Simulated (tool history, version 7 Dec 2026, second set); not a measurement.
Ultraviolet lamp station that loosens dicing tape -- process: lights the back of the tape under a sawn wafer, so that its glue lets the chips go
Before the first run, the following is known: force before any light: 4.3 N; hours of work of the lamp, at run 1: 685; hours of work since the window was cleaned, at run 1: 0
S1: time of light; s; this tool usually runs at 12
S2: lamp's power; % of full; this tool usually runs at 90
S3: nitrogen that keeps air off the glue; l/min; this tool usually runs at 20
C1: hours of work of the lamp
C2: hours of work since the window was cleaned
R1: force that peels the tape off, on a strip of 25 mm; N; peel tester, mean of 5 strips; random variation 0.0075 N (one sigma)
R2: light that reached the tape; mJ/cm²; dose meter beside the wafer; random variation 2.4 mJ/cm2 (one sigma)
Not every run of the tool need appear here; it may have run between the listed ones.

run,hour,S1,S2,S3,C1,C2,R1,R2
1,0,12,90,20,685,0,0.286,258
2,63.2,12,90,20,732,47,0.267,258
3,112.6,12,90,20,768,83,0.287,257
4,148.2,12,90,20,795,110,0.284,259
5,223.1,12,90,20,850,165,0.274,258
6,259,12,90,20,876,191,0.288,255
7,319.8,12,67,20,922,236,0.371,191
# hour 348.4: window cleaned of glue's vapour
8,392.3,12,67,20,975,32,0.371,191
9,423.8,12,67,20,998,56,0.378,190
10,470.9,7,75,10,1033,91,0.87,127
11,543.9,21,72,20,1087,144,0.249,361
12,590,11,60,14,1121,179,0.543,156
13,662,17,90,15,1174,232,0.252,364
# hour 692.3: window cleaned of glue's vapour
14,721.7,8,70,29,1218,22,0.524,135
15,777.7,19,83,6,1259,63,0.283,373
16,827.8,15,69,10,1296,100,0.367,244
17,893.9,22,90,20,1345,149,0.24,470

Branching from run 17: 4 alternative next runs. What would each branch give?
A,964.2,8,90,17,1397,201,?,?
B,964.2,8,95,27,1397,201,?,?
C,964.2,19,90,11,1397,201,?,?
D,964.2,6,90,16,1397,201,?,?

run,R1,R2
A,0.458,175
B,0.359,181
C,0.251,410
D,0.738,126
With no hidden state in the tool, these same runs would have given:
run,R1,R2
A,0.454,176
B,0.357,182
C,0.251,412
D,0.732,126
